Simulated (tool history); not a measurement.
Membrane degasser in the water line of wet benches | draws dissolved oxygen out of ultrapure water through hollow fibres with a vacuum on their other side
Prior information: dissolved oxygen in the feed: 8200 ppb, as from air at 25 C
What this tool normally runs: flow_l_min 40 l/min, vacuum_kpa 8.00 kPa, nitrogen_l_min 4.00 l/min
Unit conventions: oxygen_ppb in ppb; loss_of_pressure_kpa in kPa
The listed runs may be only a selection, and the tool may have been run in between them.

run    hour  flow_l_min  vacuum_kpa  nitrogen_l_min  oxygen_ppb  loss_of_pressure_kpa
  1     0.0          40        8.00            4.00       151.3                 48.36
  2   148.4          40        8.00            4.00       152.3                 48.99
  3   220.1          42        8.00            4.00       167.9                 51.38
  4   301.5          40        8.00            4.00       148.4                 48.32
  5   463.8          40        8.00            4.00       149.3                 48.75
  6   551.8          40        8.00            4.00       150.9                 48.74
  7   709.1          40        8.00            4.00       149.2                 48.80
  8   804.0          43       18.57            7.47       258.2                 52.64
  9   885.0          60        7.67            4.47       306.6                 73.44
 10  1036.1          40       13.98            4.00       281.2                 48.71
 11  1207.1          61        5.20            4.00       246.7                 74.90
 12  1348.5          58        8.96            9.34       239.5                 70.92
 13  1518.8          35       18.42            5.27       257.2                 42.58

Selected run-to-run steps in loss_of_pressure_kpa, each split into two signed amounts: the part the tool would show with no hidden state at all (from settings, incoming material and random variation), and the remainder, which goes to the hidden state together with any gauge scatter not common to the measured and the hidden-state-free results:
Hidden state present: membrane still open, %; true pressure behind the membrane over the reading, kPa; air that leaks in behind the membrane, l/min; drift of the gauge itself on oxygen_ppb, %; drift of the gauge itself on loss_of_pressure_kpa, %.
Run 10 -> 11: flow_l_min 40 -> 61, vacuum_kpa 13.98 -> 5.20. loss_of_pressure_kpa +26.19 kPa: hidden state +0.30, all else +25.89.
Run 12 -> 13: flow_l_min 58 -> 35, vacuum_kpa 8.96 -> 18.42, nitrogen_l_min 9.34 -> 5.27. loss_of_pressure_kpa -28.34 kPa: hidden state -0.24, all else -28.10.
